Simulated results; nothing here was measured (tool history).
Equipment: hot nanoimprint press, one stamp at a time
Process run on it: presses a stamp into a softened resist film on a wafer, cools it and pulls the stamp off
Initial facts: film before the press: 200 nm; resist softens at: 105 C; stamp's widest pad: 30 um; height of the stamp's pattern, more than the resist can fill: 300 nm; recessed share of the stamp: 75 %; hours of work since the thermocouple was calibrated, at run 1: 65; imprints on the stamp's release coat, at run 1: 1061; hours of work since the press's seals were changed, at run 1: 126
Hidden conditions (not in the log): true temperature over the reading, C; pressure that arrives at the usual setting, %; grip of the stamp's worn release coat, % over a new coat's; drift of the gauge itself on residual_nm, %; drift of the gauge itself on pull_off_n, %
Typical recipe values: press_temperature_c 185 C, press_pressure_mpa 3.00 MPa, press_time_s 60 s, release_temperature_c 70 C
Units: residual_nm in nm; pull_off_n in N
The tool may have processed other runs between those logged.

run     day  press_temperature_c  press_pressure_mpa  press_time_s  release_temperature_c  hours of work since the thermocouple was calibrated  imprints on the stamp's release coat  hours of work since the press's seals were changed  residual_nm  pull_off_n
  1   0.000                  185                3.00            60                     70                                                   65                                  1061                                                 126         76.8         255
  2   1.588                  185                3.00           100                     70                                                   81                                  1109                                                 142         61.5         258
  3   2.604                  185                3.00           100                     70                                                   91                                  1140                                                 152         61.8         256
  4   4.542                  185                3.00            59                     70                                                  111                                  1199                                                 172         77.0         251
  5   5.612                  185                3.00            59                     70                                                  121                                  1232                                                 183         76.5         261
  6   6.517                  185                3.00            59                     70                                                  131                                  1260                                                 192         76.9         256
  7   7.712                  185                3.00            59                     60                                                  143                                  1296                                                 204         76.6         313
  8   8.812                  185                3.00            60                     70                                                  154                                  1330                                                 215         75.8         258
  9  10.608                  185                2.09            60                     70                                                  172                                  1384                                                 233         88.5         259
 10  11.717                  185                2.09            60                     70                                                  183                                  1418                                                 244         89.4         267
 11  13.404                  185                3.00            60                     70                                                  200                                  1470                                                 262         75.3         266
 12  14.329                  185                3.00            60                     70                                                  210                                  1498                                                 271         75.6         254
 13  15.479                  185                3.00            32                     70                                                  221                                  1533                                                 283         96.2         262
     17.533  -- stamp cleaned and given a new release coat
 14  17.700                  185                3.00            32                     70                                                  241                                     5                                                 303         96.1         222
 15  19.083                  185                3.00            60                     70                                                  255                                    47                                                 317         74.8         221
 16  20.375                  185                3.00            35                     71                                                  268                                    86                                                 330         92.5         216
 17  21.308                  185                3.00            35                     73                                                  278                                   115                                                 339         92.6         211
 18  23.175                  180                3.57            52                     57                                                  297                                   172                                                 358         93.1         279
 19  24.117                  189                3.69            97                     77                                                  306                                   200                                                 367         44.9         194
 20  25.921                  175                1.95            95                     68                                                  325                                   255                                                 386        119.2         239
     26.950  -- plate thermocouple calibrated
 21  27.221                  185                3.17            33                     70                                                    3                                   291                                                 398         97.1         228
 22  28.267                  179                3.17            96                     59                                                   13                                   323                                                 408         85.8         279
 23  30.071                  179                3.17            46                     67                                                   32                                   378                                                 427        112.0         257
 24  31.229                  179                1.95            46                     67                                                   43                                   413                                                 438        131.7         251
 25  32.450                  183                3.82            60                     70                                                   56                                   451                                                 451         77.4         235
 26  33.750                  180                1.97            59                     70                                                   69                                   490                                                 464        116.5         241
 27  35.108                  180                1.97            59                     63                                                   83                                   532                                                 478        117.0         269
 28  37.200                  191                3.00            60                     62                                                  104                                   596                                                 499         57.7         282
 29  38.854                  191                3.00            60                     62                                                  121                                   646                                                 515         58.1         279

Branching from run 29: 4 alternative next runs. What would each branch give?
  A  40.967                  191                3.00            33                     62                                                  142                                   710                                                 537            ?           ?
  B  40.967                  179                3.00            60                     70                                                  142                                   710                                                 537            ?           ?
  C  40.967                  191                4.41            60                     73                                                  142                                   710                                                 537            ?           ?
  D  40.967                  191                3.00            46                     62                                                  142                                   710                                                 537            ?           ?

run  residual_nm  pull_off_n
  A         74.3         278
  B        103.2         240
  C         48.4         225
  D         64.9         279
Stripped of hidden state, with their random variation kept, the same runs would have yielded:
run  residual_nm  pull_off_n
  A         74.3         257
  B        103.5         222
  C         48.0         208
  D         64.9         257
